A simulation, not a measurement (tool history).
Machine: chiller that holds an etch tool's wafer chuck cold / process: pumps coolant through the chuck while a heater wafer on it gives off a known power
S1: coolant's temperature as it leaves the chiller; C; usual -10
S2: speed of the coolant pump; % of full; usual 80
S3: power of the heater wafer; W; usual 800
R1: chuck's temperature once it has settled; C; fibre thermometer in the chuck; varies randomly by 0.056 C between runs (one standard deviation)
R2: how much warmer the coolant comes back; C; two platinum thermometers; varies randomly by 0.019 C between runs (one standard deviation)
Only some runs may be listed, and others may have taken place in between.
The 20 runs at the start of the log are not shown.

run,day,S1,S2,S3,R1,R2
21,39.783,-10,87,582,-4.87,1.47
22,42.225,-15,87,582,-9.93,1.48
# day 42.838: chiller's thermometer calibrated
23,43.504,-10,95,926,-2.39,2.16
24,45.692,-9,95,1092,0.05,2.57
25,48.304,-12,80,800,-4.48,2.25
26,49.438,-4,73,800,3.92,2.46
27,51.4,-4,73,800,3.91,2.43
28,53.008,-2,98,800,4.44,1.8
29,54.142,-19,73,800,-11.04,2.45
30,55.742,-2,85,780,4.98,2.06
31,57.4,-11,91,726,-4.82,1.79

What does the tool deliver on the next run?
32,58.546,-1,93,977,?,?

Run 32 yielded R1 7.25 C, R2 2.32 C.
With the hidden condition absent and the run-to-run variation left alone, this run would have shown R1 7.24 C, R2 2.32 C.
